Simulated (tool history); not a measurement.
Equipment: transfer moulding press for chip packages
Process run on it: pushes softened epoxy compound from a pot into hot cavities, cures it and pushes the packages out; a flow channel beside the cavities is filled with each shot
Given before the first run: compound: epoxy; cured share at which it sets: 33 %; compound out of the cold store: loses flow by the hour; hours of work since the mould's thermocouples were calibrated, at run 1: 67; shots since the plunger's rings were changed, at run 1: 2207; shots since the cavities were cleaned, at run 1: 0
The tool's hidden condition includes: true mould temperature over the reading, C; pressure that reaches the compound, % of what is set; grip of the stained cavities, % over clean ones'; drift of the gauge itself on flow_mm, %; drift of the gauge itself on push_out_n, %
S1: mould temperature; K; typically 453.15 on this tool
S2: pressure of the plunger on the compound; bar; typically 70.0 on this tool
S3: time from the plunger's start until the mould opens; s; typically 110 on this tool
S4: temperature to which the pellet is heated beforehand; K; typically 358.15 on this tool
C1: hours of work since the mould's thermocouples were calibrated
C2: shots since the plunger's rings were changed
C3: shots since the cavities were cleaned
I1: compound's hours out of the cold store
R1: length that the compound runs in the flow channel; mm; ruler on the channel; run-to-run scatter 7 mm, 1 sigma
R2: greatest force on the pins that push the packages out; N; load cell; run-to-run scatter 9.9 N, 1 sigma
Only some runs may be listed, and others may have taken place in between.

run,hour,S1,S2,S3,S4,C1,C2,C3,I1,R1,R2
1,0.0,453.15,70.0,110,358.15,67,2207,0,33.2,793,452
2,15.3,453.15,70.0,110,358.15,74,2329,122,20.6,833,551
3,27.2,453.15,70.0,110,349.15,79,2423,216,35.1,776,570
4,39.9,453.15,70.0,110,349.15,85,2524,317,43.2,753,626
5,56.4,453.15,70.0,110,349.15,92,2655,448,41.2,771,716
6,65.7,453.15,70.0,110,349.15,96,2728,521,33.2,801,739
7,73.4,453.15,70.0,110,349.15,100,2789,582,14.6,847,776
8,85.7,453.15,70.0,109,358.15,105,2887,680,35.6,775,774
9,99.8,453.15,70.0,109,358.15,111,2999,792,8.5,851,854
# hour 103.5: mould's thermocouples calibrated
10,109.9,453.15,70.0,109,358.15,3,3063,856,29.3,796,841
# hour 115.1: plunger's sealing rings changed
11,130.0,453.15,70.0,109,358.15,11,118,995,9.6,902,844
12,145.6,453.15,70.0,109,358.15,18,242,1119,15.2,875,920
13,153.8,453.15,70.0,109,358.15,21,307,1184,31.0,828,915
# hour 156.9: cavities cleaned with cleaning compound and waxed
# hour 162.4: mould's thermocouples calibrated, once more
14,176.4,453.15,70.0,109,358.15,6,458,138,9.9,877,557
15,188.4,453.15,70.0,109,358.15,11,553,233,20.2,848,625
16,206.3,461.15,83.3,135,358.15,19,695,375,16.8,916,528
17,222.7,453.15,87.9,110,350.15,27,825,505,33.0,911,696
18,238.9,453.15,64.0,110,358.15,34,954,634,19.2,815,723
19,255.3,453.15,64.0,110,358.15,41,1084,764,15.9,818,783
20,267.9,452.15,64.1,105,361.15,47,1184,864,43.7,745,905
21,280.0,452.15,64.1,105,361.15,52,1280,960,32.1,771,967
22,289.7,452.15,65.7,128,356.15,56,1357,1037,39.4,775,769
23,303.2,452.15,65.7,128,356.15,62,1464,1144,15.8,832,760
# hour 311.1: cavities cleaned with cleaning compound and waxed
24,316.3,457.15,59.6,142,358.15,67,1555,40,32.5,736,391
25,328.9,457.15,59.6,142,358.15,73,1655,140,15.3,773,426
26,341.3,457.15,59.6,142,358.15,78,1754,239,25.6,741,481
27,351.0,457.15,59.6,142,358.15,83,1830,315,18.8,776,504
28,362.4,457.15,59.6,142,358.15,88,1921,406,38.1,699,522
29,372.9,452.15,58.7,142,358.15,92,2004,489,14.4,800,609

Consider 3 possible next runs. They are alternatives, not a sequence: every one starts from the tool as it was left by run 29. What does each give?
A,384.1,453.15,71.6,110,358.15,97,2093,578,28.7,?,?
B,384.1,451.15,58.6,142,361.15,97,2093,578,12.9,?,?
C,384.1,448.15,58.7,142,358.15,97,2093,578,42.9,?,?

run,R1,R2
A,802,774
B,786,630
C,711,667
Had the tool no hidden state, the same runs would have come out as:
run,R1,R2
A,836,483
B,818,394
C,741,414

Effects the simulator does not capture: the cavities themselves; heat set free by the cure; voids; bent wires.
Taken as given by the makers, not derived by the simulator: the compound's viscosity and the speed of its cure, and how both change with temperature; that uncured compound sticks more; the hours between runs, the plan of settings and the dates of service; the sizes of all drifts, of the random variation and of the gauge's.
